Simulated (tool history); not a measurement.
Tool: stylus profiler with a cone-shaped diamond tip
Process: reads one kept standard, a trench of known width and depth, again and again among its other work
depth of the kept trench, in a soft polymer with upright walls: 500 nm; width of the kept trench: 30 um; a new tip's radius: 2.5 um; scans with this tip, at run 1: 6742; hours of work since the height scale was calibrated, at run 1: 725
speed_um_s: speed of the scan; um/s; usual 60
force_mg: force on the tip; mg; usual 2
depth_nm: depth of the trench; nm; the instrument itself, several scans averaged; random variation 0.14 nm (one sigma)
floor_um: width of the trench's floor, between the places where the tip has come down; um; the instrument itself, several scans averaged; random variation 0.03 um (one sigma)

run	hour	speed_um_s	force_mg	scans with this tip	hours of work since the height scale was calibrated	depth_nm	floor_um
1	0	60	2	6742	725	505.83	25.45
2	21.6	60	2	6838	736	505.54	25.44
3	37.2	60	2	6908	743	505.6	25.41
4	70	60	2	7054	759	505.8	25.42
5	102.2	219	2	7198	774	505.28	24.62
6	119	219	2	7273	782	505.77	24.6
7	133.7	219	2	7338	789	505.45	24.56
8	159.7	219	2	7454	802	505.52	24.6
9	174.1	60	1.68	7519	809	505	25.3
10	187.8	150	0.93	7580	815	502.91	24.49
11	221.5	207	0.85	7730	831	502.61	24.07
12	237.9	68	3.94	7803	839	509.39	25.39
13	254.7	56	1.33	7878	847	503.95	25.24
14	286.5	23	2.15	8020	863	505.78	25.46
15	310.8	23	2.15	8128	874	505.71	25.46

Forecast each of these 3 alternatives for the next run:
A	336	107	1.46	8240	886	?	?
B	336	23	4.04	8240	886	?	?
C	336	29	2.76	8240	886	?	?

run	depth_nm	floor_um
A	504.17	24.91
B	509.33	25.43
C	506.65	25.42
Without the tool's hidden state the same runs would have given:
run	depth_nm	floor_um
A	505.39	26.39
B	510.57	26.91
C	507.88	26.9

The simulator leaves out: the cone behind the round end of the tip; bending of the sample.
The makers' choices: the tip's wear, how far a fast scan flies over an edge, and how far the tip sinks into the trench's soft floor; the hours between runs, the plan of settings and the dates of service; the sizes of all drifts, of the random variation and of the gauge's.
